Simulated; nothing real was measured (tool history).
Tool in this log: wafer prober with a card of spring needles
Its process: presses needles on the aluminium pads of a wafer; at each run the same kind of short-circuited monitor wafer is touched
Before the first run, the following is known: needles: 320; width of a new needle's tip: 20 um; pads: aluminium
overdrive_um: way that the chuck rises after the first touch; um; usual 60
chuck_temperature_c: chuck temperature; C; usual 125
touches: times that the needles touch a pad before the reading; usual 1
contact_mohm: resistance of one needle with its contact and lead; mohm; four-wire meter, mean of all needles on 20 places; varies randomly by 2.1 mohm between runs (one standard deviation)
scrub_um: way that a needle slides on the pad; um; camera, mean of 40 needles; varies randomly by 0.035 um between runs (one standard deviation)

run    hour  overdrive_um  chuck_temperature_c  touches  contact_mohm  scrub_um
  1     0.0            60                  125        1           234     10.40
        7.7  -- tips cleaned on abrasive film
       26.7  -- tips cleaned on abrasive film
       45.2  -- tips cleaned on abrasive film
  2    56.0            60                  125        1           235     10.41
       63.7  -- tips cleaned on abrasive film
       81.9  -- tips cleaned on abrasive film
      100.6  -- tips cleaned on abrasive film
  3   107.6            60                  125        1           235     10.33
      118.5  -- tips cleaned on abrasive film
      136.7  -- tips cleaned on abrasive film
      155.0  -- tips cleaned on abrasive film
  4   169.5            60                  125        1           240     10.47
      173.4  -- tips cleaned on abrasive film
      191.2  -- tips cleaned on abrasive film
  5   201.4            60                   27        1           211     10.42
      209.1  -- tips cleaned on abrasive film
      227.7  -- tips cleaned on abrasive film
  6   235.5            60                   27        1           210     10.49
      243.0  -- tips cleaned on abrasive film
      262.0  -- tips cleaned on abrasive film
      280.9  -- tips cleaned on abrasive film
      297.8  -- tips cleaned on abrasive film
  7   297.8            60                   27        1           210     10.39
      312.7  -- height of the first contact set anew
      316.6  -- tips cleaned on abrasive film
      335.6  -- tips cleaned on abrasive film
      354.0  -- tips cleaned on abrasive film
  8   367.9            60                   27        1           209     10.51
      371.8  -- tips cleaned on abrasive film
      390.8  -- tips cleaned on abrasive film
  9   399.6            60                   27        1           213     10.52
      406.9  -- tips cleaned on abrasive film
      425.9  -- tips cleaned on abrasive film
      442.2  -- tips cleaned on abrasive film
 10   442.2            60                   27        1           209     10.53
      460.4  -- tips cleaned on abrasive film
      478.6  -- tips cleaned on abrasive film
      497.3  -- tips cleaned on abrasive film
 11   511.2            60                   27        1           210     10.54
      515.1  -- tips cleaned on abrasive film
      534.1  -- tips cleaned on abrasive film
      552.3  -- tips cleaned on abrasive film
      570.6  -- tips cleaned on abrasive film
 12   580.4            60                   27        1           210     10.56
      588.0  -- tips cleaned on abrasive film
      606.8  -- tips cleaned on abrasive film
      625.2  -- tips cleaned on abrasive film
      633.1  -- height of the first contact set anew
 13   637.9            65                   27        1           211     11.43
      641.2  -- tips cleaned on abrasive film
      659.5  -- tips cleaned on abrasive film
      678.5  -- tips cleaned on abrasive film
      697.5  -- tips cleaned on abrasive film
 14   700.9            60                  125        1           235     10.49
      716.1  -- tips cleaned on abrasive film
      731.4  -- tips cleaned on abrasive film
      750.4  -- tips cleaned on abrasive film
      769.4  -- tips cleaned on abrasive film
 15   775.3            60                  125        1           235     10.55
      786.4  -- tips cleaned on abrasive film
      804.5  -- tips cleaned on abrasive film
      823.5  -- tips cleaned on abrasive film
 16   825.4            51                   85        1           227      8.98
      840.7  -- tips cleaned on abrasive film
      858.8  -- tips cleaned on abrasive film
      877.1  -- tips cleaned on abrasive film
      896.1  -- tips cleaned on abrasive film
 17   898.6            44                  125        2           241      7.77
      913.5  -- tips cleaned on abrasive film
      931.8  -- tips cleaned on abrasive film
      949.7  -- tips cleaned on abrasive film
      953.8  -- height of the first contact set anew
      969.1  -- tips cleaned on abrasive film
 18   971.9            44                  125        2           245      7.76
      987.2  -- tips cleaned on abrasive film
     1005.4  -- tips cleaned on abrasive film
 19  1011.9            59                   80        2           225     10.37
     1023.4  -- tips cleaned on abrasive film
     1038.6  -- tips cleaned on abrasive film
     1057.7  -- tips cleaned on abrasive film
 20  1059.2            67                  101        1           228     11.86
     1074.5  -- tips cleaned on abrasive film
     1089.7  -- tips cleaned on abrasive film
     1107.7  -- tips cleaned on abrasive film
     1122.9  -- tips cleaned on abrasive film
 21  1133.3            74                   55        1           217     13.11
     1141.0  -- tips cleaned on abrasive film
     1158.9  -- tips cleaned on abrasive film
     1177.5  -- tips cleaned on abrasive film
 22  1186.2            74                   55        1           216     13.10
     1193.4  -- tips cleaned on abrasive film
     1208.5  -- gauge calibrated
     1208.6  -- tips cleaned on abrasive film
     1227.0  -- tips cleaned on abrasive film
 23  1240.1            45                   29        1           219      7.78
     1244.0  -- tips cleaned on abrasive film
     1262.7  -- tips cleaned on abrasive film
     1273.9  -- height of the first contact set anew
     1280.3  -- tips cleaned on abrasive film
 24  1280.3            45                   29        1           217      7.80
     1298.7  -- tips cleaned on abrasive film
     1317.7  -- tips cleaned on abrasive film
     1336.7  -- tips cleaned on abrasive film
     1355.5  -- tips cleaned on abrasive film
 25  1355.5            62                   54        1           217     10.77
     1373.4  -- tips cleaned on abrasive film
     1392.4  -- tips cleaned on abrasive film
     1407.7  -- tips cleaned on abrasive film
     1423.5  -- tips cleaned on abrasive film
 26  1423.5            48                   54        1           224      8.30
     1442.2  -- tips cleaned on abrasive film
     1460.7  -- tips cleaned on abrasive film
 27  1463.4            60                   57        2           218     10.48
     1478.2  -- tips cleaned on abrasive film
     1497.0  -- tips cleaned on abrasive film
 28  1509.4            61                  125        2           237     10.57

Consider 3 possible next runs. They are alternatives, not a sequence: every one starts from the tool as it was left by run 28. What does each give?
     1513.3  -- tips cleaned on abrasive film
     1532.4  -- tips cleaned on abrasive film
     1551.4  -- tips cleaned on abrasive film
  A  1566.3            46                   39        2             ?         ?
     1513.3  -- tips cleaned on abrasive film
     1532.4  -- tips cleaned on abrasive film
     1551.4  -- tips cleaned on abrasive film
  B  1566.3            52                   76        2             ?         ?
     1513.3  -- tips cleaned on abrasive film
     1532.4  -- tips cleaned on abrasive film
     1551.4  -- tips cleaned on abrasive film
  C  1566.3            61                   48        2             ?         ?

run  contact_mohm  scrub_um
  A           222      8.01
  B           224      9.09
  C           220     10.64
Without the tool's hidden state the same runs would have given:
run  contact_mohm  scrub_um
  A           221      7.96
  B           224      9.03
  C           220     10.56
